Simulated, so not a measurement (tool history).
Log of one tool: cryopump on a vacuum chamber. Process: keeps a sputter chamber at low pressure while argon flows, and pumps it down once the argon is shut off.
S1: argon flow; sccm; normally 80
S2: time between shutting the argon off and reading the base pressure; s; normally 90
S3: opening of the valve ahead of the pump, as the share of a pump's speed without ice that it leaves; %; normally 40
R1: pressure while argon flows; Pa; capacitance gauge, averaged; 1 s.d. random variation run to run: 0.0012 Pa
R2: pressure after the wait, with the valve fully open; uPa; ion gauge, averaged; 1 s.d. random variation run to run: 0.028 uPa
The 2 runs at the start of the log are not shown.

Run 3, day 5.112: usual settings but S3 18 %. Result: R1 0.6017 Pa, R2 1.68 uPa.
Run 4, day 7.500: usual settings but S2 51 s. Result: R1 0.2765 Pa, R2 2.53 uPa.
Run 5, day 10.367: usual settings but S2 51 s. Result: R1 0.2801 Pa, R2 2.59 uPa.
Run 6, day 12.929: usual settings but S2 51 s. Result: R1 0.2802 Pa, R2 2.58 uPa.
Run 7, day 15.971: usual settings. Result: R1 0.2858 Pa, R2 1.86 uPa.
Run 8, day 18.833: usual settings. Result: R1 0.2870 Pa, R2 1.92 uPa.
Run 9, day 21.304: usual settings. Result: R1 0.2877 Pa, R2 1.95 uPa.
Run 10, day 23.000: usual settings. Result: R1 0.2904 Pa, R2 2.07 uPa.
Run 11, day 25.829: usual settings. Result: R1 0.2925 Pa, R2 2.15 uPa.
Run 12, day 29.438: usual settings. Result: R1 0.2975 Pa, R2 2.21 uPa.
Run 13, day 32.342: usual settings. Result: R1 0.3029 Pa, R2 2.24 uPa.
At day 34.158: pump warmed up, emptied and cooled again.
Run 14, day 36.412: usual settings. Result: R1 0.2713 Pa, R2 2.06 uPa.
Run 15, day 40.379: usual settings. Result: R1 0.2748 Pa, R2 2.12 uPa.
Run 16, day 43.846: usual settings. Result: R1 0.2779 Pa, R2 2.16 uPa.
Run 17, day 46.112: usual settings but S1 49 sccm, S2 23 s, S3 19 %. Result: R1 0.3525 Pa, R2 5.26 uPa.
Run 18, day 48.579: usual settings but S1 49 sccm, S2 23 s, S3 19 %. Result: R1 0.3549 Pa, R2 5.24 uPa.
Run 19, day 52.492: usual settings but S1 152 sccm, S3 24 %. Result: R1 0.8876 Pa, R2 2.41 uPa.
Run 20, day 55.133: usual settings but S2 77 s, S3 46 %. Result: R1 0.2531 Pa, R2 2.61 uPa.
Run 21, day 58.283: usual settings but S1 49 sccm, S2 89 s. Result: R1 0.1801 Pa, R2 2.47 uPa.
At day 59.779: leaking fittings of the chamber tightened, without venting.
Run 22, day 60.475: usual settings but S1 88 sccm, S2 91 s, S3 42 %. Result: R1 0.3092 Pa, R2 1.38 uPa.
Run 23, day 64.338: usual settings but S1 88 sccm, S2 91 s, S3 42 %. Result: R1 0.3116 Pa, R2 1.44 uPa.
Run 24, day 68.292: usual settings but S1 88 sccm, S2 91 s, S3 42 %. Result: R1 0.3187 Pa, R2 1.48 uPa.

Run 25 has not been measured yet. What should we expect?
At day 70.400: pump warmed up, emptied and cooled again.
Run 25, day 70.883: usual settings but S1 47 sccm, S2 91 s, S3 42 %. Result: R1 ?, R2 ?.

R1: 0.1514 Pa
R2: 1.47 uPa
Without the tool's hidden state the same run would have given R1 0.1502 Pa, R2 1.31 uPa.
